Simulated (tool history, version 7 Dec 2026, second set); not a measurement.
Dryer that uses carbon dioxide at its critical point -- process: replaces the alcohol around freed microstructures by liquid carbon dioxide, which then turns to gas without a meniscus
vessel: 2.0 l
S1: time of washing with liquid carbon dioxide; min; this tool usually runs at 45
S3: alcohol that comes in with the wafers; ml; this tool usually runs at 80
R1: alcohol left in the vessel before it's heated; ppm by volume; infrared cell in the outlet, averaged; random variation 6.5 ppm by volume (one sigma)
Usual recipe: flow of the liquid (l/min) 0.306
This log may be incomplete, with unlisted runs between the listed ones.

Run 1, day 0.000: usual settings. Result: R1 373 ppm by volume.
Run 2, day 0.338: usual settings. Result: R1 384 ppm by volume.
Run 3, day 0.700: usual settings. Result: R1 387 ppm by volume.
Run 4, day 1.029: usual settings. Result: R1 366 ppm by volume.
Run 5, day 1.321: usual settings. Result: R1 378 ppm by volume.
Run 6, day 1.829: usual settings but flow of the liquid (l/min) 0.445. Result: R1 84 ppm by volume.
Run 7, day 2.133: usual settings but flow of the liquid (l/min) 0.445. Result: R1 82 ppm by volume.
Run 8, day 2.642: usual settings but flow of the liquid (l/min) 0.445. Result: R1 91 ppm by volume.
Run 9, day 3.042: usual settings but flow of the liquid (l/min) 0.445. Result: R1 92 ppm by volume.
Run 10, day 3.254: usual settings but flow of the liquid (l/min) 0.445. Result: R1 105 ppm by volume.
Run 11, day 3.646: usual settings but S1 46 min, flow of the liquid (l/min) 0.442. Result: R1 95 ppm by volume.

Forecast run 12:
Run 12, day 4.042: usual settings but S1 46 min, flow of the liquid (l/min) 0.442. Result: R1 ?.

{"run 12": {"R1": 92}}
If the tool had no hidden condition, the same run with the same run-to-run variation would have returned R1 30 ppm by volume.

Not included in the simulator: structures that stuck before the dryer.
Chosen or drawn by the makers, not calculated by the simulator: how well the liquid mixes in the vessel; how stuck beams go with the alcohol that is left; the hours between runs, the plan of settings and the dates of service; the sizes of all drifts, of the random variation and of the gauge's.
